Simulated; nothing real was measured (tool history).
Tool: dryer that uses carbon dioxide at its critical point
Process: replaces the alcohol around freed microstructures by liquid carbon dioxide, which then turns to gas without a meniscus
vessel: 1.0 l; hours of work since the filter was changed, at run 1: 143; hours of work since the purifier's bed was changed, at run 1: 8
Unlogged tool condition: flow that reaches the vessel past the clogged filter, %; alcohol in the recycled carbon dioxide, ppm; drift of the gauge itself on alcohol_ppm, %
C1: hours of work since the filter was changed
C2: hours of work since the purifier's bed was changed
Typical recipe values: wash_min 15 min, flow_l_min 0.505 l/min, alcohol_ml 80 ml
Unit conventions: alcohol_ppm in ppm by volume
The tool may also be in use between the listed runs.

{"run": 1, "hour": 0.0, "wash_min": 15, "flow_l_min": 0.505, "alcohol_ml": 80, "C1": 143, "C2": 8, "alcohol_ppm": 61}
{"run": 2, "hour": 13.8, "wash_min": 15, "flow_l_min": 0.505, "alcohol_ml": 80, "C1": 153, "C2": 18, "alcohol_ppm": 69}
{"run": 3, "hour": 28.5, "wash_min": 15, "flow_l_min": 0.505, "alcohol_ml": 80, "C1": 164, "C2": 29, "alcohol_ppm": 72}
{"run": 4, "hour": 43.6, "wash_min": 15, "flow_l_min": 0.505, "alcohol_ml": 80, "C1": 174, "C2": 40, "alcohol_ppm": 76}
{"run": 5, "hour": 55.7, "wash_min": 9, "flow_l_min": 0.505, "alcohol_ml": 80, "C1": 183, "C2": 48, "alcohol_ppm": 1155}
{"run": 6, "hour": 79.3, "wash_min": 9, "flow_l_min": 0.505, "alcohol_ml": 80, "C1": 200, "C2": 65, "alcohol_ppm": 1190}
{"run": 7, "hour": 96.6, "wash_min": 9, "flow_l_min": 0.505, "alcohol_ml": 80, "C1": 212, "C2": 78, "alcohol_ppm": 1201}
{"run": 8, "hour": 113.0, "wash_min": 9, "flow_l_min": 0.505, "alcohol_ml": 105, "C1": 224, "C2": 90, "alcohol_ppm": 1619}
{"run": 9, "hour": 126.5, "wash_min": 9, "flow_l_min": 0.505, "alcohol_ml": 105, "C1": 234, "C2": 99, "alcohol_ppm": 1609}
{"run": 10, "hour": 149.7, "wash_min": 20, "flow_l_min": 0.505, "alcohol_ml": 80, "C1": 251, "C2": 116, "alcohol_ppm": 10}
{"run": 11, "hour": 167.5, "wash_min": 20, "flow_l_min": 0.505, "alcohol_ml": 80, "C1": 264, "C2": 129, "alcohol_ppm": 15}
{"run": 12, "hour": 191.5, "wash_min": 20, "flow_l_min": 0.505, "alcohol_ml": 80, "C1": 281, "C2": 146, "alcohol_ppm": 21}
{"run": 13, "hour": 207.5, "wash_min": 17, "flow_l_min": 0.505, "alcohol_ml": 80, "C1": 292, "C2": 158, "alcohol_ppm": 45}
{"run": 14, "hour": 225.3, "wash_min": 14, "flow_l_min": 0.676, "alcohol_ml": 80, "C1": 305, "C2": 170, "alcohol_ppm": 30}
{"run": 15, "hour": 245.6, "wash_min": 14, "flow_l_min": 0.676, "alcohol_ml": 80, "C1": 320, "C2": 185, "alcohol_ppm": 34}
{"run": 16, "hour": 259.1, "wash_min": 11, "flow_l_min": 0.719, "alcohol_ml": 80, "C1": 329, "C2": 195, "alcohol_ppm": 80}
{"run": 17, "hour": 279.1, "wash_min": 11, "flow_l_min": 0.719, "alcohol_ml": 80, "C1": 344, "C2": 209, "alcohol_ppm": 96}
{"run": 18, "hour": 303.2, "wash_min": 13, "flow_l_min": 0.505, "alcohol_ml": 21, "C1": 361, "C2": 226, "alcohol_ppm": 85}
{"run": 19, "hour": 314.6, "wash_min": 13, "flow_l_min": 0.505, "alcohol_ml": 21, "C1": 369, "C2": 235, "alcohol_ppm": 86}

What if the next run were any one of these 4? Each begins from the tool's condition after run 19:
{"hour": 327.1, "done": "inlet filter changed"}
{"run": "A", "hour": 335.8, "wash_min": 14, "flow_l_min": 0.505, "alcohol_ml": 80, "C1": 6, "C2": 249, "alcohol_ppm": "?"}
{"hour": 327.1, "done": "inlet filter changed"}
{"run": "B", "hour": 335.8, "wash_min": 15, "flow_l_min": 0.505, "alcohol_ml": 73, "C1": 6, "C2": 249, "alcohol_ppm": "?"}
{"hour": 327.1, "done": "inlet filter changed"}
{"run": "C", "hour": 335.8, "wash_min": 23, "flow_l_min": 0.711, "alcohol_ml": 115, "C1": 6, "C2": 249, "alcohol_ppm": "?"}
{"hour": 327.1, "done": "inlet filter changed"}
{"run": "D", "hour": 335.8, "wash_min": 15, "flow_l_min": 0.756, "alcohol_ml": 80, "C1": 6, "C2": 249, "alcohol_ppm": "?"}

run=A alcohol_ppm=96
run=B alcohol_ppm=63
run=C alcohol_ppm=21
run=D alcohol_ppm=19
With the hidden condition removed and each run's random variation left untouched, the same runs would have given:
run=A alcohol_ppm=81
run=B alcohol_ppm=49
run=C alcohol_ppm=8
run=D alcohol_ppm=6

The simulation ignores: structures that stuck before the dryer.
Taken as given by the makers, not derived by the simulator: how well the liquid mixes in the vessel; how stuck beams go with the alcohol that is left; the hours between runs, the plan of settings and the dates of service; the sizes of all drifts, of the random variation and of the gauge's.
